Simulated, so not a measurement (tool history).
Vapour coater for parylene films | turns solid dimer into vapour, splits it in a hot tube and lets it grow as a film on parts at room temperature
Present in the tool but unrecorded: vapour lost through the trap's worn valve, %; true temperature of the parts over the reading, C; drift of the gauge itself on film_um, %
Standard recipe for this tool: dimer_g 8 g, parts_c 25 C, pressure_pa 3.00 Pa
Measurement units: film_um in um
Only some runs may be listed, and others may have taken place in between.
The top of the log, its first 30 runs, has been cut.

run	hour	dimer_g	parts_c	pressure_pa	hours of work since the trap's valve was overhauled	hours of work since the table's thermometer was calibrated	film_um
31	358.2	12	28	2.95	24	336	7.53
32	368.1	8	29	3.00	29	341	5.01
33	378.1	8	29	3.00	34	346	5.00
34	393.2	9	21	3.00	42	354	6.29
# hour 400.1: trap's valve overhauled, once more
35	412.1	14	23	5.98	6	361	11.88
36	422.5	8	30	2.27	12	367	6.47
37	431.6	8	30	2.27	16	372	6.46
38	447.0	3	34	3.04	24	379	2.25
39	458.6	6	25	5.67	30	385	4.95
40	472.7	8	34	10.83	37	393	5.55
41	485.8	13	37	3.92	44	399	8.98
42	494.6	9	22	6.35	49	404	7.69

Branching from run 42: 4 alternative next runs. What would each branch give?
A	503.4	9	24	2.91	53	408	?
B	503.4	5	32	10.80	53	408	?
C	503.4	7	22	6.35	53	408	?
D	503.4	10	22	9.04	53	408	?

run	film_um
A	7.79
B	3.56
C	5.89
D	8.36
Stripped of hidden state, with their random variation kept, the same runs would have yielded:
run	film_um
A	7.90
B	3.61
C	5.98
D	8.49
